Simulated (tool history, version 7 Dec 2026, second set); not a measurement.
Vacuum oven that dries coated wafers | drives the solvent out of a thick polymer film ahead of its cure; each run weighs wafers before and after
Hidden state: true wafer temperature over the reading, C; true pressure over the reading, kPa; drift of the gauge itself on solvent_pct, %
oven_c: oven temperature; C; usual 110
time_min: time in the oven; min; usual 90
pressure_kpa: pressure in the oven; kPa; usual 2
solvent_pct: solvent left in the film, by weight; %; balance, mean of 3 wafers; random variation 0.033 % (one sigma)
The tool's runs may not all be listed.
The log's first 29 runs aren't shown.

run	hour	oven_c	time_min	pressure_kpa	hours of work since the thermocouples were calibrated	hours of work since the vacuum gauge was cleaned of residue	solvent_pct
30	947.5	100	45	5.12	826	1755	10.93
31	985.8	100	45	5.12	856	1785	10.89
32	1020.2	116	105	7.55	883	1812	2.89
33	1051.5	110	110	6.09	908	1837	3.61
34	1079.5	104	105	6.8	930	1859	6.06
35	1115.2	104	54	2.27	958	1888	7.73
36	1139.4	104	48	2.27	978	1907	8.37
37	1180.4	116	90	1.22	1010	1939	1.24
38	1211.1	96	95	2.09	1034	1964	7.91
39	1245.4	96	95	2.09	1062	1991	7.94
40	1266.7	96	95	2.09	1079	2008	7.93
41	1299.2	97	95	1.18	1104	2033	7.09
42	1342.6	97	95	1.18	1139	2068	7.09
43	1381.8	100	137	5.55	1170	2099	5.96
44	1410.3	116	89	7.29	1192	2121	3.07
45	1446.4	116	89	7.29	1221	2150	3.03

3 ways to go on from here, each from the tool as it stands after run 45. What would each give?
# hour 1462.9: oven's thermocouples calibrated
A	1473	112	76	6.18	8	2170	?
# hour 1462.9: oven's thermocouples calibrated
B	1473	99	73	1.54	8	2170	?
# hour 1462.9: oven's thermocouples calibrated
C	1473	101	134	3.48	8	2170	?

run	solvent_pct
A	4.49
B	8.13
C	4.98
Without the tool's hidden state the same runs would have given:
run	solvent_pct
A	4.29
B	7.92
C	4.69
